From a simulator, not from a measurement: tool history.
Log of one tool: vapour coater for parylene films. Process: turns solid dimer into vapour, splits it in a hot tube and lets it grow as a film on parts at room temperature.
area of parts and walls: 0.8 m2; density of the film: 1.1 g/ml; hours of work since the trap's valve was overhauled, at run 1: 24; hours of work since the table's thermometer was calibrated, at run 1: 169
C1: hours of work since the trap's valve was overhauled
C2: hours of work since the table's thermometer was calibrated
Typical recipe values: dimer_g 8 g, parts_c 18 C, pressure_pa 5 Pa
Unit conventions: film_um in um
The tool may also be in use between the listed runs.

Run 1, day 0: usual settings; C1 24; C2 169. Result: film_um 6.68 um.
Run 2, day 1.55: usual settings but pressure_pa 8.52 Pa; C1 40; C2 184. Result: film_um 6.53 um.
Run 3, day 3.008: usual settings but pressure_pa 8.52 Pa; C1 54; C2 199. Result: film_um 6.58 um.
Run 4, day 3.817: usual settings; C1 63; C2 207. Result: film_um 6.69 um.
Run 5, day 4.742: usual settings; C1 72; C2 216. Result: film_um 6.69 um.
Run 6, day 6.279: usual settings; C1 87; C2 232. Result: film_um 6.69 um.

Estimate the outcome of run 7 from the log above:
Run 7, day 7.308: usual settings but parts_c 27 C, pressure_pa 8.53 Pa; C1 98; C2 242. Result: film_um ?.

film_um: 5.2 um
On a tool with no hidden condition, and with the same random variation, this run would have come out at film_um 5.38 um.
